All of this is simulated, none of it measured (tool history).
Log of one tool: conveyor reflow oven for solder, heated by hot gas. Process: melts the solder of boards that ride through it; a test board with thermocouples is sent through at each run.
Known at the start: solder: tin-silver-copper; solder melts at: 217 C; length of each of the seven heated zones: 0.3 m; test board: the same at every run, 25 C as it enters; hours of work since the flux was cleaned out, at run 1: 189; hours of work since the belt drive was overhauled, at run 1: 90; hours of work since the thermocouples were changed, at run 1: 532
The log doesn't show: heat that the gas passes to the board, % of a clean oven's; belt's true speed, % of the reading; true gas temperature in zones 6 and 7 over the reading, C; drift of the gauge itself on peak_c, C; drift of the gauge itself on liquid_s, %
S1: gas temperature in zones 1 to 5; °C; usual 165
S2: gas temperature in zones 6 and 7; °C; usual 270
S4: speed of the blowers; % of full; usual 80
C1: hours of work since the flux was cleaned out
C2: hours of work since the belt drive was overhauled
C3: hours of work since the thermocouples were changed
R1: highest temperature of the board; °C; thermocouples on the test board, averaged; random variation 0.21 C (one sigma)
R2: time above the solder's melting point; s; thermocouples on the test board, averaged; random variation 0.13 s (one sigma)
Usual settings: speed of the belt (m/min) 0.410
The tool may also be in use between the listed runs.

{"run": 1, "day": 0.0, "S1": 165, "S2": 270, "speed of the belt (m/min)": 0.41, "S4": 80, "C1": 189, "C2": 90, "C3": 532, "R1": 256.1, "R2": 67.4}
{"run": 2, "day": 0.792, "S1": 165, "S2": 270, "speed of the belt (m/min)": 0.41, "S4": 52, "C1": 199, "C2": 99, "C3": 542, "R1": 250.9, "R2": 61.3}
{"run": 3, "day": 1.471, "S1": 171, "S2": 270, "speed of the belt (m/min)": 0.41, "S4": 80, "C1": 207, "C2": 108, "C3": 550, "R1": 256.6, "R2": 69.9}
{"run": 4, "day": 2.104, "S1": 165, "S2": 270, "speed of the belt (m/min)": 0.41, "S4": 80, "C1": 214, "C2": 115, "C3": 557, "R1": 256.4, "R2": 67.1}
{"run": 5, "day": 2.554, "S1": 165, "S2": 270, "speed of the belt (m/min)": 0.41, "S4": 80, "C1": 220, "C2": 121, "C3": 563, "R1": 256.1, "R2": 67.0}
{"run": 6, "day": 3.171, "S1": 165, "S2": 270, "speed of the belt (m/min)": 0.41, "S4": 81, "C1": 227, "C2": 128, "C3": 570, "R1": 256.1, "R2": 66.9}
{"run": 7, "day": 3.992, "S1": 165, "S2": 270, "speed of the belt (m/min)": 0.41, "S4": 81, "C1": 237, "C2": 138, "C3": 580, "R1": 256.2, "R2": 67.1}
{"run": 8, "day": 4.767, "S1": 165, "S2": 270, "speed of the belt (m/min)": 0.41, "S4": 80, "C1": 246, "C2": 147, "C3": 589, "R1": 255.9, "R2": 67.0}
{"day": 5.058, "done": "thermocouples of zones 6 and 7 changed"}
{"run": 9, "day": 5.325, "S1": 165, "S2": 270, "speed of the belt (m/min)": 0.41, "S4": 80, "C1": 252, "C2": 153, "C3": 3, "R1": 257.7, "R2": 68.2}
{"run": 10, "day": 5.729, "S1": 165, "S2": 270, "speed of the belt (m/min)": 0.41, "S4": 80, "C1": 257, "C2": 158, "C3": 8, "R1": 257.6, "R2": 68.2}
{"run": 11, "day": 6.483, "S1": 165, "S2": 283, "speed of the belt (m/min)": 0.41, "S4": 70, "C1": 266, "C2": 167, "C3": 17, "R1": 268.2, "R2": 73.9}
{"run": 12, "day": 6.871, "S1": 165, "S2": 270, "speed of the belt (m/min)": 0.445, "S4": 80, "C1": 270, "C2": 171, "C3": 22, "R1": 255.1, "R2": 60.2}
{"run": 13, "day": 7.521, "S1": 165, "S2": 270, "speed of the belt (m/min)": 0.445, "S4": 80, "C1": 278, "C2": 179, "C3": 30, "R1": 254.6, "R2": 60.1}
{"run": 14, "day": 8.367, "S1": 157, "S2": 270, "speed of the belt (m/min)": 0.41, "S4": 81, "C1": 288, "C2": 189, "C3": 40, "R1": 256.2, "R2": 64.6}
{"run": 15, "day": 8.862, "S1": 157, "S2": 270, "speed of the belt (m/min)": 0.41, "S4": 81, "C1": 294, "C2": 195, "C3": 46, "R1": 256.7, "R2": 64.6}
{"day": 9.492, "done": "flux residue cleaned out of gas plates and filters"}
{"run": 16, "day": 9.904, "S1": 153, "S2": 265, "speed of the belt (m/min)": 0.358, "S4": 62, "C1": 5, "C2": 205, "C3": 56, "R1": 254.2, "R2": 72.0}
{"run": 17, "day": 10.788, "S1": 165, "S2": 281, "speed of the belt (m/min)": 0.426, "S4": 86, "C1": 16, "C2": 216, "C3": 66, "R1": 269.5, "R2": 72.6}
{"run": 18, "day": 11.533, "S1": 169, "S2": 281, "speed of the belt (m/min)": 0.426, "S4": 86, "C1": 24, "C2": 225, "C3": 75, "R1": 270.1, "R2": 73.7}
{"run": 19, "day": 11.946, "S1": 169, "S2": 281, "speed of the belt (m/min)": 0.426, "S4": 69, "C1": 29, "C2": 230, "C3": 80, "R1": 266.9, "R2": 72.0}

Forecast each of these 3 alternatives for the next run:
{"run": "A", "day": 12.65, "S1": 165, "S2": 278, "speed of the belt (m/min)": 0.41, "S4": 80, "C1": 38, "C2": 238, "C3": 88, "R1": "?", "R2": "?"}
{"run": "B", "day": 12.65, "S1": 165, "S2": 278, "speed of the belt (m/min)": 0.41, "S4": 80, "C1": 38, "C2": 238, "C3": 88, "R1": "?", "R2": "?"}
{"run": "C", "day": 12.65, "S1": 178, "S2": 270, "speed of the belt (m/min)": 0.41, "S4": 80, "C1": 38, "C2": 238, "C3": 88, "R1": "?", "R2": "?"}

run=A R1=266.5 R2=73.8
run=B R1=266.4 R2=73.9
run=C R1=260.4 R2=75.1
Without the tool's hidden state the same runs would have given:
run=A R1=266.8 R2=73.6
run=B R1=266.7 R2=73.7
run=C R1=260.7 R2=74.9
